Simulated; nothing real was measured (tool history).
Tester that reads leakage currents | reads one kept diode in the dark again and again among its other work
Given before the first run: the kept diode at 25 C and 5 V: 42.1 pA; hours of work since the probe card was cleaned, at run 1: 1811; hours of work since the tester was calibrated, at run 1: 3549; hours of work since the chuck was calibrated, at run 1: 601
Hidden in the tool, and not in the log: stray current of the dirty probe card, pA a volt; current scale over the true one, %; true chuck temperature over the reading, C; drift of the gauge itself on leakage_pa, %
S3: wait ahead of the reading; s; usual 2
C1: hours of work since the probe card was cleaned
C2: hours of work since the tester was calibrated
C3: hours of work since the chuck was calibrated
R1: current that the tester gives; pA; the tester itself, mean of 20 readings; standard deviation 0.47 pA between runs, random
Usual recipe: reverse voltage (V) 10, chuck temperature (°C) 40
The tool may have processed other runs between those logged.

run 1 day=0 | reverse_voltage_(V)=10 chuck_temperature_(°C)=40 S3=2 | C1=1811 C2=3549 C3=601 | R1=166.15
run 2 day=4.392 | reverse_voltage_(V)=10 chuck_temperature_(°C)=50 S3=2 | C1=1872 C2=3611 C3=662 | R1=313.07
run 3 day=7.233 | reverse_voltage_(V)=10 chuck_temperature_(°C)=50 S3=2 | C1=1912 C2=3651 C3=702 | R1=312.46
run 4 day=12.388 | reverse_voltage_(V)=10 chuck_temperature_(°C)=50 S3=2 | C1=1984 C2=3723 C3=774 | R1=313.88
run 5 day=19.162 | reverse_voltage_(V)=10 chuck_temperature_(°C)=50 S3=2 | C1=2079 C2=3818 C3=869 | R1=317.19
run 6 day=25.296 | reverse_voltage_(V)=10 chuck_temperature_(°C)=51 S3=2 | C1=2165 C2=3903 C3=955 | R1=338.91
run 7 day=28.629 | reverse_voltage_(V)=10 chuck_temperature_(°C)=40 S3=2 | C1=2212 C2=3950 C3=1002 | R1=172.14
run 8 day=33.833 | reverse_voltage_(V)=10 chuck_temperature_(°C)=40 S3=2 | C1=2285 C2=4023 C3=1075 | R1=172.6
run 9 day=36.767 | reverse_voltage_(V)=10 chuck_temperature_(°C)=40 S3=2 | C1=2326 C2=4064 C3=1116 | R1=173.11
-- day=40.504 chuck's temperature calibrated
run 10 day=40.504 | reverse_voltage_(V)=10 chuck_temperature_(°C)=21 S3=2 | C1=2377 C2=4115 C3=0 | R1=46.27
run 11 day=45.583 | reverse_voltage_(V)=10 chuck_temperature_(°C)=46 S3=2 | C1=2448 C2=4186 C3=71 | R1=236.98
run 12 day=48.804 | reverse_voltage_(V)=10 chuck_temperature_(°C)=40 S3=2 | C1=2493 C2=4231 C3=116 | R1=163.21
-- day=50.517 tester calibrated
run 13 day=52.925 | reverse_voltage_(V)=10 chuck_temperature_(°C)=40 S3=2 | C1=2550 C2=34 C3=173 | R1=161.39
run 14 day=57.8 | reverse_voltage_(V)=10 chuck_temperature_(°C)=40 S3=2 | C1=2618 C2=102 C3=241 | R1=162.13
run 15 day=61.846 | reverse_voltage_(V)=3.7 chuck_temperature_(°C)=40 S3=2 | C1=2674 C2=159 C3=298 | R1=110.32
run 16 day=64.979 | reverse_voltage_(V)=10.4 chuck_temperature_(°C)=40 S3=2 | C1=2718 C2=202 C3=341 | R1=166.01
run 17 day=68.633 | reverse_voltage_(V)=10.4 chuck_temperature_(°C)=40 S3=2 | C1=2770 C2=254 C3=393 | R1=167.8
run 18 day=72.317 | reverse_voltage_(V)=8.1 chuck_temperature_(°C)=40 S3=2 | C1=2821 C2=305 C3=444 | R1=152.23
run 19 day=77.496 | reverse_voltage_(V)=2 chuck_temperature_(°C)=40 S3=2 | C1=2894 C2=378 C3=517 | R1=87.27
run 20 day=82.571 | reverse_voltage_(V)=8.8 chuck_temperature_(°C)=40 S3=4.37 | C1=2965 C2=449 C3=588 | R1=158.35
-- day=84.692 probe card cleaned and baked
run 21 day=89.192 | reverse_voltage_(V)=8.8 chuck_temperature_(°C)=40 S3=4.37 | C1=63 C2=540 C3=679 | R1=154.4
run 22 day=94.604 | reverse_voltage_(V)=2.4 chuck_temperature_(°C)=40 S3=4.32 | C1=139 C2=615 C3=754 | R1=93.88
run 23 day=100.525 | reverse_voltage_(V)=1.3 chuck_temperature_(°C)=36 S3=2 | C1=222 C2=698 C3=837 | R1=57.29
run 24 day=106.362 | reverse_voltage_(V)=1.3 chuck_temperature_(°C)=36 S3=2 | C1=303 C2=780 C3=919 | R1=57.46
run 25 day=112.4 | reverse_voltage_(V)=1.3 chuck_temperature_(°C)=36 S3=2 | C1=388 C2=865 C3=1004 | R1=58.19
run 26 day=118.3 | reverse_voltage_(V)=5 chuck_temperature_(°C)=39 S3=0.42 | C1=471 C2=947 C3=1086 | R1=120.39
-- day=124.117 chuck's temperature calibrated
run 27 day=125.125 | reverse_voltage_(V)=5 chuck_temperature_(°C)=39 S3=0.42 | C1=565 C2=1042 C3=14 | R1=111.33
run 28 day=129.979 | reverse_voltage_(V)=11.3 chuck_temperature_(°C)=40 S3=2 | C1=633 C2=1110 C3=82 | R1=164.53
run 29 day=132.817 | reverse_voltage_(V)=4.5 chuck_temperature_(°C)=25 S3=4.35 | C1=673 C2=1149 C3=122 | R1=41.46
run 30 day=139.546 | reverse_voltage_(V)=4.5 chuck_temperature_(°C)=25 S3=4.35 | C1=767 C2=1244 C3=216 | R1=41.93
run 31 day=144.05 | reverse_voltage_(V)=4.5 chuck_temperature_(°C)=25 S3=4.35 | C1=830 C2=1307 C3=279 | R1=42.13
run 32 day=150.746 | reverse_voltage_(V)=4.5 chuck_temperature_(°C)=25 S3=4.35 | C1=924 C2=1400 C3=373 | R1=42.67
run 33 day=156.925 | reverse_voltage_(V)=10 chuck_temperature_(°C)=54 S3=1.14 | C1=1010 C2=1487 C3=459 | R1=385.71
run 34 day=159.85 | reverse_voltage_(V)=10 chuck_temperature_(°C)=54 S3=1.14 | C1=1051 C2=1528 C3=500 | R1=386.13
run 35 day=164.254 | reverse_voltage_(V)=12.4 chuck_temperature_(°C)=24 S3=0.34 | C1=1113 C2=1589 C3=562 | R1=62.85

Alternative continuations, all from the tool just after run 35; predict every row:
run A day=168.342 | reverse_voltage_(V)=10 chuck_temperature_(°C)=51 S3=0.87 | C1=1170 C2=1647 C3=619 | R1=?
run B day=168.342 | reverse_voltage_(V)=12.4 chuck_temperature_(°C)=23 S3=0.34 | C1=1170 C2=1647 C3=619 | R1=?
run C day=168.342 | reverse_voltage_(V)=5.7 chuck_temperature_(°C)=47 S3=2.48 | C1=1170 C2=1647 C3=619 | R1=?
run D day=168.342 | reverse_voltage_(V)=4.2 chuck_temperature_(°C)=23 S3=1.95 | C1=1170 C2=1647 C3=619 | R1=?

run=A R1=325.89
run=B R1=59.18
run=C R1=204.87
run=D R1=36.77
What these runs would have given with no unlogged condition in the tool:
run=A R1=311.3
run=B R1=54.03
run=C R1=195.62
run=D R1=34.24

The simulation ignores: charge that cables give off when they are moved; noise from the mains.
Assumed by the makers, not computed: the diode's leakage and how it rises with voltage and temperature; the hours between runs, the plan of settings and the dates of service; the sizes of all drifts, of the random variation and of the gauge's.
